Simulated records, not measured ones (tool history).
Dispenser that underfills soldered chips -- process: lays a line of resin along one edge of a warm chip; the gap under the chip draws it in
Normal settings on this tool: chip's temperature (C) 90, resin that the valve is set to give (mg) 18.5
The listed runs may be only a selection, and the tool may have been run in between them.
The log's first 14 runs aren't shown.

run	hour	chip's temperature (C)	resin that the valve is set to give (mg)	hours of work since the syringe was changed	hours of work since the valve was cleaned	hours of work since the stage was calibrated	time until the resin shows at the far edge (s)	resin that the valve gave (mg)
# hour 101.6: new syringe of resin
15	107.2	90	23.1	4	14	137	146.8	23.03
# hour 111.4: new syringe of resin
16	114.8	90	18.5	2	19	142	136.1	18.25
# hour 121.4: new syringe of resin
17	123.3	90	18.5	1	25	148	130.2	18.30
# hour 131.1: new syringe of resin
18	133.5	90	20.7	2	32	155	127.8	20.36
19	139.4	95	21.9	6	36	159	141.0	21.42
# hour 140.6: new syringe of resin
20	146.9	87	16.6	5	42	165	175.7	16.25
# hour 149.9: new syringe of resin
21	157.8	84	23.7	6	49	172	204.3	23.05
# hour 159.7: new syringe of resin
22	167.8	96	16.5	6	56	179	140.9	15.98
# hour 169.2: new syringe of resin
23	173.2	96	16.5	3	60	183	117.2	16.02
# hour 178.7: new syringe of resin
24	182.4	76	17.6	3	67	189	234.9	17.05
# hour 188.5: new syringe of resin
25	192.7	78	22.5	3	74	197	219.0	21.58
# hour 197.8: new syringe of resin
26	202.4	104	18.5	3	81	204	90.1	17.79
# hour 207.3: new syringe of resin
# hour 211.3: dispensing valve cleaned and set on the balance
27	212.5	99	16.0	3	1	210	106.1	15.95
# hour 217.7: new syringe of resin
28	223.4	99	16.0	4	9	218	114.1	15.92
# hour 227.4: new syringe of resin
29	230.6	92	15.9	2	14	223	130.9	15.75
# hour 236.7: new syringe of resin
30	240.6	90	18.5	3	21	230	139.5	18.38
# hour 246.2: new syringe of resin
31	246.4	98	18.8	0	25	234	88.5	18.66
32	252.7	91	16.0	5	29	238	157.6	15.78
# hour 256.0: new syringe of resin
33	261.5	91	16.0	4	35	244	151.3	15.76

Below are 4 alternative next runs, each starting from the tool's condition after run 33. Predict each:
# hour 265.5: new syringe of resin
A	270.9	98	16.0	4	42	251	?	?
# hour 265.5: new syringe of resin
B	270.9	77	18.5	4	42	251	?	?
# hour 265.5: new syringe of resin
C	270.9	95	19.1	4	42	251	?	?
# hour 265.5: new syringe of resin
D	270.9	101	18.5	4	42	251	?	?

run	time until the resin shows at the far edge (s)	resin that the valve gave (mg)
A	113.1	15.69
B	240.4	18.19
C	122.9	18.69
D	99.5	18.20
Without the tool's hidden state the same runs would have given:
run	time until the resin shows at the far edge (s)	resin that the valve gave (mg)
A	84.2	15.96
B	178.3	18.50
C	91.6	19.00
D	74.3	18.51

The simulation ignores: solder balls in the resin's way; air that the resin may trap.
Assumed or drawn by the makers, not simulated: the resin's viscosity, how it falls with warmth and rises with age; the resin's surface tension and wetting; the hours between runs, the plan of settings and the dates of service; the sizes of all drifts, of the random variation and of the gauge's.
